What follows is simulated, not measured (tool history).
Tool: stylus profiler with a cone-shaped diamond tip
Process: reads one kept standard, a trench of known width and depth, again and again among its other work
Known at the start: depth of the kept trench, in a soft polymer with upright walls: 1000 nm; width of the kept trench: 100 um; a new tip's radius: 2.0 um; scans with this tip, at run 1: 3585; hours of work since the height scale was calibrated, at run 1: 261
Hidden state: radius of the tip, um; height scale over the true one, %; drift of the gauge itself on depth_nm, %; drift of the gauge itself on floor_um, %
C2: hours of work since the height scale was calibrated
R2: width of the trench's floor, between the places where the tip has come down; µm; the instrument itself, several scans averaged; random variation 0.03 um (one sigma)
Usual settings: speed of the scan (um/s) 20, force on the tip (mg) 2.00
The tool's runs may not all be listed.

run 1 day=0.000 | speed_of_the_scan_(um/s)=20 force_on_the_tip_(mg)=2.00 | scans_with_this_tip=3585 C2=261 | depth_of_the_trench_(nm)=1014.46 R2=95.68
run 2 day=0.738 | speed_of_the_scan_(um/s)=20 force_on_the_tip_(mg)=4.14 | scans_with_this_tip=3757 C2=273 | depth_of_the_trench_(nm)=1023.43 R2=95.74
run 3 day=1.758 | speed_of_the_scan_(um/s)=20 force_on_the_tip_(mg)=0.91 | scans_with_this_tip=3996 C2=291 | depth_of_the_trench_(nm)=1008.82 R2=95.60
run 4 day=2.529 | speed_of_the_scan_(um/s)=5 force_on_the_tip_(mg)=0.91 | scans_with_this_tip=4175 C2=304 | depth_of_the_trench_(nm)=1008.95 R2=95.64
run 5 day=3.667 | speed_of_the_scan_(um/s)=5 force_on_the_tip_(mg)=0.91 | scans_with_this_tip=4441 C2=323 | depth_of_the_trench_(nm)=1008.97 R2=95.62
run 6 day=4.375 | speed_of_the_scan_(um/s)=20 force_on_the_tip_(mg)=1.17 | scans_with_this_tip=4606 C2=335 | depth_of_the_trench_(nm)=1010.68 R2=95.46
run 7 day=5.467 | speed_of_the_scan_(um/s)=20 force_on_the_tip_(mg)=2.00 | scans_with_this_tip=4861 C2=354 | depth_of_the_trench_(nm)=1014.70 R2=95.45
run 8 day=6.571 | speed_of_the_scan_(um/s)=20 force_on_the_tip_(mg)=2.00 | scans_with_this_tip=5118 C2=373 | depth_of_the_trench_(nm)=1015.02 R2=95.41
run 9 day=7.196 | speed_of_the_scan_(um/s)=20 force_on_the_tip_(mg)=1.24 | scans_with_this_tip=5263 C2=383 | depth_of_the_trench_(nm)=1011.30 R2=95.35
-- day=7.267 height scale calibrated on a step standard
run 10 day=8.217 | speed_of_the_scan_(um/s)=20 force_on_the_tip_(mg)=1.24 | scans_with_this_tip=5497 C2=16 | depth_of_the_trench_(nm)=1011.98 R2=95.31
run 11 day=9.367 | speed_of_the_scan_(um/s)=15 force_on_the_tip_(mg)=1.13 | scans_with_this_tip=5766 C2=36 | depth_of_the_trench_(nm)=1011.22 R2=95.31
run 12 day=9.912 | speed_of_the_scan_(um/s)=20 force_on_the_tip_(mg)=1.32 | scans_with_this_tip=5893 C2=45 | depth_of_the_trench_(nm)=1012.36 R2=95.30
run 13 day=10.717 | speed_of_the_scan_(um/s)=20 force_on_the_tip_(mg)=1.32 | scans_with_this_tip=6080 C2=59 | depth_of_the_trench_(nm)=1012.19 R2=95.18

The same runs without the tool's hidden state, with the same run-to-run variation:
run=1 depth_of_the_trench_(nm)=1013.79 R2=96.38
run=2 depth_of_the_trench_(nm)=1022.71 R2=96.47
run=3 depth_of_the_trench_(nm)=1008.06 R2=96.37
run=4 depth_of_the_trench_(nm)=1008.15 R2=96.44
run=5 depth_of_the_trench_(nm)=1008.11 R2=96.47
run=6 depth_of_the_trench_(nm)=1009.79 R2=96.35
run=7 depth_of_the_trench_(nm)=1013.75 R2=96.38
run=8 depth_of_the_trench_(nm)=1014.01 R2=96.39
run=9 depth_of_the_trench_(nm)=1010.26 R2=96.36
run=10 depth_of_the_trench_(nm)=1010.46 R2=96.35
run=11 depth_of_the_trench_(nm)=1009.65 R2=96.40
run=12 depth_of_the_trench_(nm)=1010.76 R2=96.42
run=13 depth_of_the_trench_(nm)=1010.54 R2=96.32
